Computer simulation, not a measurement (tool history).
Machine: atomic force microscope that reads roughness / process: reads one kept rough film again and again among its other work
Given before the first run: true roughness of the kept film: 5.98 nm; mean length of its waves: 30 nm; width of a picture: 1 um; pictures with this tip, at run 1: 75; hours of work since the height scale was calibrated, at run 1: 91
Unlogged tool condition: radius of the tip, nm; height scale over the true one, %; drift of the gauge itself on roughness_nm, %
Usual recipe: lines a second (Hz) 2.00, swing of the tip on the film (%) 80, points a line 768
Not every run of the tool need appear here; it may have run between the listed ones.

run   hour  lines a second (Hz)  swing of the tip on the film (%)  points a line  pictures with this tip  hours of work since the height scale was calibrated  roughness of the kept film (nm (root mean square))
  1    0.0                 2.00                                80            768                      75                                                   91                                               3.263
  2   25.6                 2.00                                80            768                     121                                                  106                                               2.864
  3   41.1                 2.00                                58            768                     150                                                  115                                               2.867
      52.4  -- new tip fitted
  4   62.3                 2.00                                58            768                      18                                                  127                                               4.250
  5   88.5                 2.00                                58            768                      66                                                  142                                               3.619
  6  107.7                 2.00                                58            768                     101                                                  153                                               3.316
  7  125.2                 2.00                                80            768                     133                                                  164                                               2.854
  8  140.5                 2.00                                80            768                     161                                                  173                                               2.663
     143.5  -- new tip fitted
  9  174.8                 2.00                                80            768                      57                                                  192                                               3.406
 10  210.0                 1.33                                80            768                     121                                                  213                                               2.932
     236.1  -- new tip fitted
 11  239.3                 2.00                                80            369                       6                                                  230                                               4.229
 12  273.0                 0.59                                80            369                      67                                                  250                                               3.595
 13  295.7                 0.59                                80            369                     109                                                  263                                               3.187
     327.1  -- new tip fitted
 14  327.6                 0.59                                80            369                       1                                                  281                                               4.583
     331.0  -- height scale calibrated on a step standard
 15  365.3                 0.59                                80            369                      68                                                   20                                               3.607
 16  383.6                 2.00                                90            768                     101                                                   31                                               2.963
 17  405.8                 2.00                                80            768                     142                                                   44                                               2.780
     420.3  -- new tip fitted
 18  421.3                 2.00                                80            768                       2                                                   53                                               4.251
 19  456.1                 2.00                                80            768                      66                                                   73                                               3.387
 20  479.7                 2.00                                80            668                     109                                                   87                                               2.968
 21  501.4                 2.00                                80            668                     149                                                   99                                               2.678
     513.5  -- new tip fitted
     520.0  -- height scale calibrated on a step standard, once more
 22  539.6                 2.00                                80           1010                      46                                                   11                                               3.622
 23  559.1                 2.00                                80           1010                      81                                                   23                                               3.220
 24  595.2                 2.00                                80           1010                     147                                                   44                                               2.692
     607.9  -- new tip fitted
 25  622.7                 3.00                                70            624                      27                                                   60                                               3.916
 26  656.1                 1.01                                80            621                      88                                                   79                                               3.226
 27  692.2                 0.63                                80            621                     154                                                  100                                               2.786
     700.1  -- new tip fitted
 28  707.7                 0.63                                81            621                      14                                                  109                                               4.298
 29  730.6                 0.63                                81            621                      55                                                  123                                               3.737
 30  749.7                 2.15                                85            553                      90                                                  134                                               3.070
 31  773.1                 2.90                                65            936                     133                                                  148                                               2.860
     792.6  -- new tip fitted
 32  797.8                 2.90                                65            936                       9                                                  162                                               4.339
 33  816.7                 2.90                                65            936                      44                                                  173                                               3.843

Some steps in roughness of the kept film (nm (root mean square)) between neighbouring runs. How much of each would the tool show without its hidden state too (settings, what came in, random variation), and how much is left for the hidden state, with any gauge scatter that isn't in both results?
Run 10 -> 11: lines a second (Hz) 1.33 -> 2.00, points a line 768 -> 369, new tip fitted. roughness of the kept film (nm (root mean square)) +1.297: hidden state +1.461, all else -0.164.
Run 17 -> 18: new tip fitted. roughness of the kept film (nm (root mean square)) +1.471: hidden state +1.464, all else +0.007.
Run 27 -> 28: swing of the tip on the film (%) 80 -> 81, new tip fitted. roughness of the kept film (nm (root mean square)) +1.512: hidden state +1.513, all else -0.001.
Run 31 -> 32: new tip fitted. roughness of the kept film (nm (root mean square)) +1.479: hidden state +1.459, all else +0.020.
